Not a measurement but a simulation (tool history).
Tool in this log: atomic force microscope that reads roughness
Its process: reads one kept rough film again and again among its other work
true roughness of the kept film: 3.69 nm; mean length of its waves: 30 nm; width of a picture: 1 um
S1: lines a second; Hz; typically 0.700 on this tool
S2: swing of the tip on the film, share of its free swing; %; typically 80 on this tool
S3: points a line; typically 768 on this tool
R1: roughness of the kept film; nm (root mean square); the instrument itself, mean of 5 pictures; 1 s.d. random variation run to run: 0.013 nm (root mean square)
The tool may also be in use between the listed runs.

Run 1, hour 0.0: usual settings. Result: R1 2.441 nm (root mean square).
At hour 4.5: new tip fitted.
At hour 62.1: new tip fitted.
Run 2, hour 62.1: usual settings but S3 735. Result: R1 2.964 nm (root mean square).
Run 3, hour 98.0: usual settings but S3 735. Result: R1 2.562 nm (root mean square).
At hour 120.5: new tip fitted.
Run 4, hour 167.7: usual settings but S3 735. Result: R1 2.479 nm (root mean square).
At hour 179.1: new tip fitted.
Run 5, hour 201.0: usual settings but S3 735. Result: R1 2.707 nm (root mean square).
At hour 239.6: new tip fitted.
Run 6, hour 272.6: usual settings but S3 735. Result: R1 2.637 nm (root mean square).
At hour 297.3: new tip fitted.
Run 7, hour 342.2: usual settings but S3 735. Result: R1 2.549 nm (root mean square).
At hour 357.7: new tip fitted.
Run 8, hour 396.8: usual settings but S2 58 %. Result: R1 2.712 nm (root mean square).
At hour 417.3: new tip fitted.
Run 9, hour 443.5: usual settings but S2 58 %. Result: R1 2.821 nm (root mean square).
At hour 476.5: new tip fitted.
Run 10, hour 495.8: usual settings but S2 58 %. Result: R1 2.918 nm (root mean square).
At hour 538.0: new tip fitted.
Run 11, hour 555.8: usual settings but S2 58 %, S3 1017. Result: R1 2.939 nm (root mean square).
At hour 599.5: new tip fitted.
Run 12, hour 607.0: usual settings but S3 1007. Result: R1 2.867 nm (root mean square).
At hour 656.2: new tip fitted.
Run 13, hour 659.0: usual settings but S1 0.676 Hz, S2 60 %, S3 358. Result: R1 3.092 nm (root mean square).
Run 14, hour 707.1: usual settings but S1 0.676 Hz, S2 60 %, S3 358. Result: R1 2.547 nm (root mean square).
At hour 713.0: new tip fitted.
Run 15, hour 757.4: usual settings but S1 0.803 Hz, S2 76 %, S3 916. Result: R1 2.521 nm (root mean square).
At hour 774.3: new tip fitted.
Run 16, hour 794.6: usual settings but S1 0.803 Hz, S2 76 %, S3 916. Result: R1 2.759 nm (root mean square).
At hour 810.9: height scale calibrated on a step standard.
At hour 833.4: new tip fitted.
Run 17, hour 840.9: usual settings but S1 0.803 Hz, S2 76 %, S3 916. Result: R1 2.998 nm (root mean square).
At hour 893.3: new tip fitted.
Run 18, hour 911.4: usual settings but S1 3.672 Hz, S2 68 %, S3 868. Result: R1 2.538 nm (root mean square).
At hour 951.5: new tip fitted.
Run 19, hour 958.0: usual settings but S1 3.672 Hz, S2 68 %, S3 868. Result: R1 2.650 nm (root mean square).
At hour 1012.4: new tip fitted.
Run 20, hour 1027.5: usual settings but S1 3.672 Hz, S2 68 %, S3 868. Result: R1 2.558 nm (root mean square).
At hour 1069.5: new tip fitted.
Run 21, hour 1083.4: usual settings but S1 3.672 Hz, S2 77 %, S3 868. Result: R1 2.277 nm (root mean square).
At hour 1126.4: new tip fitted.
Run 22, hour 1145.7: usual settings but S1 3.672 Hz, S2 77 %, S3 868. Result: R1 2.259 nm (root mean square).
At hour 1186.5: new tip fitted.
Run 23, hour 1195.8: usual settings but S2 66 %, S3 487. Result: R1 3.032 nm (root mean square).

Consider 3 possible next runs. They are alternatives, not a sequence: every one starts from the tool as it was left by run 23. What does each give?
At hour 1242.8: new tip fitted.
Run A, hour 1242.8: usual settings but S2 66 %, S3 750. Result: R1 ?.
At hour 1242.8: new tip fitted.
Run B, hour 1242.8: usual settings but S1 1.117 Hz, S2 57 %, S3 487. Result: R1 ?.
At hour 1242.8: new tip fitted.
Run C, hour 1242.8: usual settings but S1 0.766 Hz, S2 90 %, S3 294. Result: R1 ?.

run     R1
  A  3.150
  B  3.189
  C  2.864
With the hidden condition removed and each run's random variation left untouched, the same runs would have given:
run     R1
  A  3.164
  B  3.202
  C  2.876
